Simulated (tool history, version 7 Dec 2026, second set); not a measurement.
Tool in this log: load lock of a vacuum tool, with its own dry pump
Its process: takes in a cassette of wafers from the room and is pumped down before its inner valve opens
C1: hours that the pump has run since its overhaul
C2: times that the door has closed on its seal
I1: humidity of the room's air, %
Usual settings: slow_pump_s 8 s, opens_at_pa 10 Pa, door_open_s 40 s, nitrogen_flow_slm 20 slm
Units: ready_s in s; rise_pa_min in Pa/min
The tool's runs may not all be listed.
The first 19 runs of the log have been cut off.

Run 20, hour 2488.1: usual settings but slow_pump_s 7 s, opens_at_pa 11 Pa, nitrogen_flow_slm 28 slm; C1 4781; C2 28565; I1 46.4. Result: ready_s 15.9 s, rise_pa_min 0.051 Pa/min.
Run 21, hour 2610.3: usual settings but opens_at_pa 8 Pa, nitrogen_flow_slm 7 slm; C1 4903; C2 29083; I1 43.9. Result: ready_s 17.2 s, rise_pa_min 0.06 Pa/min.
Run 22, hour 2740.7: usual settings but opens_at_pa 8 Pa, nitrogen_flow_slm 7 slm; C1 5034; C2 29635; I1 47.3. Result: ready_s 17.1 s, rise_pa_min 0.068 Pa/min.
Run 23, hour 2880.5: usual settings but opens_at_pa 12 Pa, door_open_s 194 s; C1 5173; C2 30227; I1 44.9. Result: ready_s 16.5 s, rise_pa_min 0.087 Pa/min.
Run 24, hour 2956.1: usual settings but opens_at_pa 9 Pa, door_open_s 207 s; C1 5249; C2 30548; I1 47.3. Result: ready_s 17.1 s, rise_pa_min 0.086 Pa/min.
Run 25, hour 3089.8: usual settings but opens_at_pa 7 Pa, door_open_s 58 s; C1 5383; C2 31114; I1 45.8. Result: ready_s 17.1 s, rise_pa_min 0.059 Pa/min.
Run 26, hour 3169: usual settings but opens_at_pa 7 Pa, door_open_s 58 s; C1 5462; C2 31450; I1 43.8. Result: ready_s 17.4 s, rise_pa_min 0.057 Pa/min.
Run 27, hour 3313.2: usual settings but opens_at_pa 20 Pa, door_open_s 206 s; C1 5606; C2 32061; I1 49.5. Result: ready_s 16.1 s, rise_pa_min 0.094 Pa/min.
Run 28, hour 3425.5: usual settings but slow_pump_s 6 s, door_open_s 64 s, nitrogen_flow_slm 8 slm; C1 5718; C2 32536; I1 40.2. Result: ready_s 15.5 s, rise_pa_min 0.072 Pa/min.
Run 29, hour 3516.9: usual settings but slow_pump_s 6 s, door_open_s 64 s, nitrogen_flow_slm 8 slm; C1 5810; C2 32924; I1 45.7. Result: ready_s 15.5 s, rise_pa_min 0.073 Pa/min.
Run 30, hour 3607.2: usual settings but slow_pump_s 6 s, door_open_s 64 s, nitrogen_flow_slm 8 slm; C1 5900; C2 33307; I1 46.3. Result: ready_s 15.5 s, rise_pa_min 0.076 Pa/min.
Run 31, hour 3735.8: usual settings but slow_pump_s 6 s, door_open_s 28 s; C1 6029; C2 33851; I1 45.4. Result: ready_s 15.4 s, rise_pa_min 0.055 Pa/min.
Run 32, hour 3896.6: usual settings but opens_at_pa 20 Pa, nitrogen_flow_slm 10 slm; C1 6190; C2 34533; I1 44.5. Result: ready_s 16 s, rise_pa_min 0.065 Pa/min.
Run 33, hour 4034.4: usual settings but opens_at_pa 20 Pa, nitrogen_flow_slm 10 slm; C1 6327; C2 35116; I1 44.1. Result: ready_s 15.8 s, rise_pa_min 0.064 Pa/min.
Run 34, hour 4165.5: usual settings but door_open_s 197 s; C1 6458; C2 35672; I1 43.6. Result: ready_s 16.9 s, rise_pa_min 0.085 Pa/min.
Run 35, hour 4316.4: usual settings but slow_pump_s 10 s, door_open_s 221 s, nitrogen_flow_slm 14 slm; C1 6609; C2 36311; I1 48.6. Result: ready_s 18.6 s, rise_pa_min 0.102 Pa/min.
Run 36, hour 4391.2: usual settings but slow_pump_s 10 s, door_open_s 221 s, nitrogen_flow_slm 14 slm; C1 6684; C2 36628; I1 44.3. Result: ready_s 18.5 s, rise_pa_min 0.093 Pa/min.
Run 37, hour 4544: usual settings but slow_pump_s 12 s; C1 6837; C2 37275; I1 43.4. Result: ready_s 19.8 s, rise_pa_min 0.051 Pa/min.
Run 38, hour 4672.3: usual settings but slow_pump_s 4 s, opens_at_pa 8 Pa, door_open_s 129 s, nitrogen_flow_slm 5 slm; C1 6965; C2 37819; I1 46.7. Result: ready_s 14.2 s, rise_pa_min 0.101 Pa/min.

3 options for the next run, each taken on its own from the tool as it stands now. Forecast them:
Run A, hour 4761.8: usual settings but slow_pump_s 7 s, opens_at_pa 12 Pa, door_open_s 42 s, nitrogen_flow_slm 5 slm; C1 7055; C2 38198; I1 41.7. Result: ready_s ?, rise_pa_min ?.
Run B, hour 4761.8: usual settings but slow_pump_s 4 s, opens_at_pa 8 Pa, door_open_s 36 s, nitrogen_flow_slm 5 slm; C1 7055; C2 38198; I1 41.4. Result: ready_s ?, rise_pa_min ?.
Run C, hour 4761.8: usual settings but opens_at_pa 7 Pa; C1 7055; C2 38198; I1 48. Result: ready_s ?, rise_pa_min ?.

run  ready_s  rise_pa_min
  A       16        0.065
  B     14.4        0.063
  C     17.6        0.054
Without the tool's unlogged condition, the same runs would have read:
run  ready_s  rise_pa_min
  A       16        0.064
  B     14.4        0.062
  C     17.5        0.053
